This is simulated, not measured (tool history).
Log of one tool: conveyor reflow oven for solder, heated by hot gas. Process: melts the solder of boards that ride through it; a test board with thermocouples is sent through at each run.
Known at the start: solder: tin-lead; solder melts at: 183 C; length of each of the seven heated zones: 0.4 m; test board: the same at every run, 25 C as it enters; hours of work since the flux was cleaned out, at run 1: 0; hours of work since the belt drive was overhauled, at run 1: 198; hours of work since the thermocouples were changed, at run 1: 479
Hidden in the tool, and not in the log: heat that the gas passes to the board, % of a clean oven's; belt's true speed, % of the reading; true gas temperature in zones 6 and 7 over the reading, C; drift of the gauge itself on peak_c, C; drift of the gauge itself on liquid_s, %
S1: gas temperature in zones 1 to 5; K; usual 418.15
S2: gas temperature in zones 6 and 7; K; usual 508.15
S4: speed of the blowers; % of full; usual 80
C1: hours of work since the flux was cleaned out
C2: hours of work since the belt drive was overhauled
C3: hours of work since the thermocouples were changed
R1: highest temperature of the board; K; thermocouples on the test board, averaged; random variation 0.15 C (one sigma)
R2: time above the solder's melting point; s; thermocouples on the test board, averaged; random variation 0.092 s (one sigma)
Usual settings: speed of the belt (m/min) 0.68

Run 1, hour 0: usual settings; C1 0; C2 198; C3 479. Result: R1 493.25 K, R2 57.48 s.
Run 2, hour 8.5: usual settings but S2 497.15 K; C1 5; C2 202; C3 484. Result: R1 484.25 K, R2 50.91 s.
Run 3, hour 20.3: usual settings but S2 497.15 K; C1 11; C2 209; C3 490. Result: R1 484.05 K, R2 50.76 s.
Run 4, hour 33.6: usual settings but S1 422.15 K, S2 497.15 K; C1 18; C2 216; C3 497. Result: R1 484.85 K, R2 52.9 s.
Run 5, hour 47.9: usual settings but S1 422.15 K, S2 497.15 K; C1 25; C2 223; C3 504. Result: R1 484.75 K, R2 52.92 s.
Run 6, hour 55.5: usual settings but S1 422.15 K, S2 497.15 K; C1 29; C2 227; C3 508. Result: R1 484.65 K, R2 52.99 s.
Run 7, hour 65.4: usual settings but S1 422.15 K, S2 497.15 K; C1 34; C2 232; C3 514. Result: R1 484.65 K, R2 52.87 s.
Run 8, hour 81.7: usual settings but S1 422.15 K, S2 497.15 K; C1 43; C2 241; C3 522. Result: R1 484.75 K, R2 53.02 s.
Run 9, hour 95.5: usual settings but S1 422.15 K, S2 497.15 K; C1 50; C2 248; C3 529. Result: R1 484.75 K, R2 52.89 s.
Run 10, hour 110.2: usual settings but S1 422.15 K, S2 497.15 K; C1 58; C2 256; C3 537. Result: R1 484.65 K, R2 52.61 s.
Run 11, hour 126.2: usual settings but S1 415.15 K, S2 497.15 K; C1 67; C2 264; C3 546. Result: R1 483.65 K, R2 48.91 s.
Run 12, hour 136.2: usual settings but S1 415.15 K, S2 497.15 K; C1 72; C2 270; C3 551. Result: R1 483.45 K, R2 49.16 s.
Run 13, hour 146.7: usual settings; C1 77; C2 275; C3 556. Result: R1 493.15 K, R2 57.12 s.
Run 14, hour 154.3: usual settings but S1 405.15 K; C1 81; C2 279; C3 560. Result: R1 491.15 K, R2 51.05 s.
Run 15, hour 169.7: usual settings but S1 405.15 K; C1 89; C2 287; C3 568. Result: R1 490.55 K, R2 51.26 s.
Run 16, hour 177.9: usual settings but S1 405.15 K; C1 94; C2 292; C3 573. Result: R1 490.55 K, R2 51.27 s.
Run 17, hour 188.7: usual settings but S1 419.15 K, S2 500.15 K, S4 85 % of full; C1 99; C2 297; C3 579. Result: R1 487.55 K, R2 53.91 s.
Run 18, hour 197.9: usual settings but S1 419.15 K, S2 500.15 K, S4 85 % of full; C1 104; C2 302; C3 583. Result: R1 487.15 K, R2 54 s.
Run 19, hour 210.1: usual settings but S2 500.15 K, speed of the belt (m/min) 0.708, S4 85 % of full; C1 111; C2 309; C3 590. Result: R1 485.75 K, R2 50.11 s.
Run 20, hour 217.5: usual settings but S2 511.15 K; C1 115; C2 313; C3 594. Result: R1 495.45 K, R2 58.44 s.
Run 21, hour 226.6: usual settings but S2 511.15 K; C1 119; C2 317; C3 598. Result: R1 495.15 K, R2 58.41 s.
Run 22, hour 244.4: usual settings but S2 511.15 K; C1 129; C2 327; C3 608. Result: R1 495.45 K, R2 58.61 s.
Run 23, hour 255.8: usual settings but S2 515.15 K, speed of the belt (m/min) 0.611, S4 85 % of full; C1 135; C2 333; C3 614. Result: R1 503.25 K, R2 70.24 s.
Run 24, hour 274.2: usual settings but S1 415.15 K, S4 68 % of full; C1 145; C2 342; C3 624. Result: R1 489.25 K, R2 52.58 s.
Run 25, hour 291.3: usual settings but S1 415.15 K, S4 68 % of full; C1 154; C2 351; C3 633. Result: R1 489.35 K, R2 52.6 s.
Run 26, hour 301.6: usual settings but S2 510.15 K; C1 159; C2 357; C3 638. Result: R1 494.55 K, R2 57.8 s.
Run 27, hour 319.1: usual settings but S1 405.15 K, S2 506.15 K, speed of the belt (m/min) 0.735; C1 168; C2 366; C3 647. Result: R1 485.75 K, R2 43.35 s.
Run 28, hour 335: usual settings but S1 405.15 K, S2 506.15 K, speed of the belt (m/min) 0.728; C1 177; C2 374; C3 656. Result: R1 486.15 K, R2 44.05 s.
Run 29, hour 350.3: usual settings but S2 515.15 K, speed of the belt (m/min) 0.704; C1 185; C2 383; C3 664. Result: R1 497.35 K, R2 57.41 s.
Run 30, hour 359.6: usual settings but S1 414.15 K, S2 511.15 K; C1 190; C2 387; C3 669. Result: R1 494.65 K, R2 56.44 s.
Run 31, hour 371.9: usual settings but S1 426.15 K, S2 511.15 K; C1 196; C2 394; C3 675. Result: R1 496.55 K, R2 62.21 s.
Run 32, hour 388.5: usual settings but S1 430.15 K, S2 501.15 K, S4 87 % of full; C1 205; C2 403; C3 684. Result: R1 490.35 K, R2 60.51 s.

Some steps in R1 between neighbouring runs. How much of each would the tool show without its hidden state too (settings, what came in, random variation), and how much is left for the hidden state, with any gauge scatter that isn't in both results?
Run 13 -> 14: S1 418.15 -> 405.15. R1 -2 K: hidden state -0.2, all else -1.8.
Run 16 -> 17: S1 405.15 -> 419.15, S2 508.15 -> 500.15, S4 80 -> 85. R1 -3 K: hidden state +0.2, all else -3.2.
Run 19 -> 20: S2 500.15 -> 511.15, speed of the belt (m/min) 0.708 -> 0.68, S4 85 -> 80. R1 +9.7 K: hidden state +0, all else +9.7.
Run 23 -> 24: S1 418.15 -> 415.15, S2 515.15 -> 508.15, speed of the belt (m/min) 0.611 -> 0.68, S4 85 -> 68. R1 -14 K: hidden state -0.2, all else -13.8.
Run 26 -> 27: S1 418.15 -> 405.15, S2 510.15 -> 506.15, speed of the belt (m/min) 0.68 -> 0.735. R1 -8.8 K: hidden state -0.4, all else -8.4.
Run 28 -> 29: S1 405.15 -> 418.15, S2 506.15 -> 515.15, speed of the belt (m/min) 0.728 -> 0.704. R1 +11.2 K: hidden state +0.1, all else +11.1.

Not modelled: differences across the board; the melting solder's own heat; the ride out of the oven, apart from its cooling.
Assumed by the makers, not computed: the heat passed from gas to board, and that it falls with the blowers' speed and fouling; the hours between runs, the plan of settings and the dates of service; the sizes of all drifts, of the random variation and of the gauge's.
